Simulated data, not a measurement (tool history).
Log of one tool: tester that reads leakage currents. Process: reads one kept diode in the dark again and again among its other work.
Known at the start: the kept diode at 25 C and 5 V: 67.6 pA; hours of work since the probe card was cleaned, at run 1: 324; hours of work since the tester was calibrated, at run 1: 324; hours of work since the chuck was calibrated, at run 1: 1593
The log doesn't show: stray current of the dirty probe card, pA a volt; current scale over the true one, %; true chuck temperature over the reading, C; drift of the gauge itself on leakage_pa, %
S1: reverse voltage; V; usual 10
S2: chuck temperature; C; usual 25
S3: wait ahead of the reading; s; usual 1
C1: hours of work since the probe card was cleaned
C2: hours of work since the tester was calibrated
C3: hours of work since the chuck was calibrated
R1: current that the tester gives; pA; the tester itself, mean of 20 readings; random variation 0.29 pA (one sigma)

run 1 hour=0 | S1=10 S2=25 S3=1 | C1=324 C2=324 C3=1593 | R1=94.94
run 2 hour=231.3 | S1=10 S2=25 S3=1 | C1=474 C2=474 C3=1744 | R1=95.33
run 3 hour=381.1 | S1=10 S2=25 S3=1 | C1=572 C2=572 C3=1841 | R1=95.93
run 4 hour=528 | S1=10 S2=25 S3=1 | C1=668 C2=668 C3=1937 | R1=95.66
run 5 hour=690.8 | S1=4.8 S2=25 S3=1 | C1=774 C2=774 C3=2043 | R1=68.37
run 6 hour=814.3 | S1=10 S2=55 S3=1 | C1=854 C2=854 C3=2123 | R1=1013.29
-- hour=925 chuck's temperature calibrated
run 7 hour=951.3 | S1=10 S2=25 S3=1 | C1=942 C2=942 C3=17 | R1=95.35
run 8 hour=1073.3 | S1=3.7 S2=25 S3=1.4 | C1=1021 C2=1021 C3=97 | R1=60.17
run 9 hour=1188.7 | S1=12.2 S2=27 S3=2.8 | C1=1097 C2=1097 C3=172 | R1=121.11
run 10 hour=1358.6 | S1=12.2 S2=27 S3=2.8 | C1=1207 C2=1207 C3=282 | R1=120.6
run 11 hour=1607.2 | S1=1.8 S2=45 S3=1 | C1=1369 C2=1369 C3=444 | R1=224.42
run 12 hour=1756 | S1=1.2 S2=47 S3=9.8 | C1=1466 C2=1466 C3=541 | R1=219.24
run 13 hour=1938.8 | S1=10 S2=41 S3=2.06 | C1=1585 C2=1585 C3=660 | R1=351.41

How the hidden state differs across the entries between the runs, from the last listed run before each to the first after it:
Between runs 6 and 7: chuck's temperature calibrated (hour 925)
  no hidden state differs between the two runs
